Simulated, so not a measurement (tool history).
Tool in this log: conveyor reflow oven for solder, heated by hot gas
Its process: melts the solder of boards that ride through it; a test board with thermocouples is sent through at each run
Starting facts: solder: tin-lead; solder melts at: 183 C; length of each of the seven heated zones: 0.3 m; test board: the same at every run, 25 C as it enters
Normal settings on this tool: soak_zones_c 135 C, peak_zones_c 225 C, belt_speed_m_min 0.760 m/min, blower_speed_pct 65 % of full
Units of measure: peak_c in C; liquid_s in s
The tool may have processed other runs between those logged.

run   hour  soak_zones_c  peak_zones_c  belt_speed_m_min  blower_speed_pct  peak_c  liquid_s
  1    0.0           135           225             0.760                65   203.8      25.4
  2   69.3           135           225             0.760                87   207.3      30.2
  3  148.1           135           225             0.760                87   206.7      28.7
     186.5  -- belt drive overhauled, speed set with a stopwatch
  4  230.2           131           225             0.760                65   199.8      21.2
  5  311.3           135           225             0.760                65   200.3      21.7
  6  360.6           135           225             0.760                65   200.1      21.7
  7  411.1           124           225             0.665                70   203.2      26.2
  8  487.4           135           228             0.902                65   194.2      12.6
     568.8  -- flux residue cleaned out of gas plates and filters
  9  568.8           135           224             0.796                65   199.6      21.4
 10  659.7           135           224             0.796                65   198.5      19.8
 11  762.0           135           225             0.727                75   203.6      28.0

Measured less the same run without the tool's hidden state. The same run-to-run variation is in both; the gauge's scatter may not be:
Hidden state present: heat that the gas passes to the board, % of a clean oven's; belt's true speed, % of the reading; true gas temperature in zones 6 and 7 over the reading, C; drift of the gauge itself on peak_c, C; drift of the gauge itself on liquid_s, %.
run  peak_c  liquid_s
  1    +0.2      +0.4
  2    -0.4      +0.0
  3    -1.1      -0.6
  4    -2.1      -2.1
  5    -2.7      -2.6
  6    -2.9      -2.8
  7    -3.4      -3.3
  8    -4.6      -4.3
  9    -1.0      -0.8
 10    -1.7      -1.5
 11    -2.5      -2.0
